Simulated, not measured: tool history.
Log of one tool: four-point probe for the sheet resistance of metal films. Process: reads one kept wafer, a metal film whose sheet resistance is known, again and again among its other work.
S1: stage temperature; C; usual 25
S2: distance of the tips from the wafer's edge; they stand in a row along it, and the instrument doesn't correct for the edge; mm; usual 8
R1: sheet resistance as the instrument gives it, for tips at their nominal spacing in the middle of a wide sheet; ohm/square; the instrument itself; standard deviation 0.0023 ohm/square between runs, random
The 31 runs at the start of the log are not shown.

{"run": 32, "day": 83.058, "S1": 18, "S2": 13, "R1": 11.026454}
{"run": 33, "day": 85.092, "S1": 23, "S2": 49, "R1": 11.023963}
{"day": 87.908, "done": "stage's thermometer calibrated"}
{"run": 34, "day": 88.388, "S1": 31, "S2": 15, "R1": 11.082716}
{"run": 35, "day": 91.992, "S1": 20, "S2": 3, "R1": 11.298998}
{"day": 92.871, "done": "new probe head fitted"}
{"run": 36, "day": 95.371, "S1": 20, "S2": 3, "R1": 11.463094}
{"run": 37, "day": 96.908, "S1": 20, "S2": 3, "R1": 11.461161}
{"run": 38, "day": 100.608, "S1": 21, "S2": 8, "R1": 11.239171}
{"run": 39, "day": 103.796, "S1": 25, "S2": 25, "R1": 11.211624}
{"run": 40, "day": 107.088, "S1": 21, "S2": 13, "R1": 11.211791}
{"run": 41, "day": 108.654, "S1": 21, "S2": 13, "R1": 11.20552}
{"run": 42, "day": 110.592, "S1": 35, "S2": 4, "R1": 11.381109}
{"run": 43, "day": 113.867, "S1": 24, "S2": 4, "R1": 11.343897}
{"run": 44, "day": 115.454, "S1": 24, "S2": 4, "R1": 11.347717}
{"run": 45, "day": 117.162, "S1": 24, "S2": 4, "R1": 11.345395}

Each row is a separate what-if for the run after 45, all from the same tool condition, not one after another. Results?
{"run": "A", "day": 119.971, "S1": 21, "S2": 16, "R1": "?"}
{"run": "B", "day": 119.971, "S1": 22, "S2": 10, "R1": "?"}
{"run": "C", "day": 119.971, "S1": 25, "S2": 33, "R1": "?"}

run=A R1=11.190500
run=B R1=11.212030
run=C R1=11.198134
Stripped of hidden state, with their random variation kept, the same runs would have yielded:
run=A R1=11.210602
run=B R1=11.232156
run=C R1=11.218200
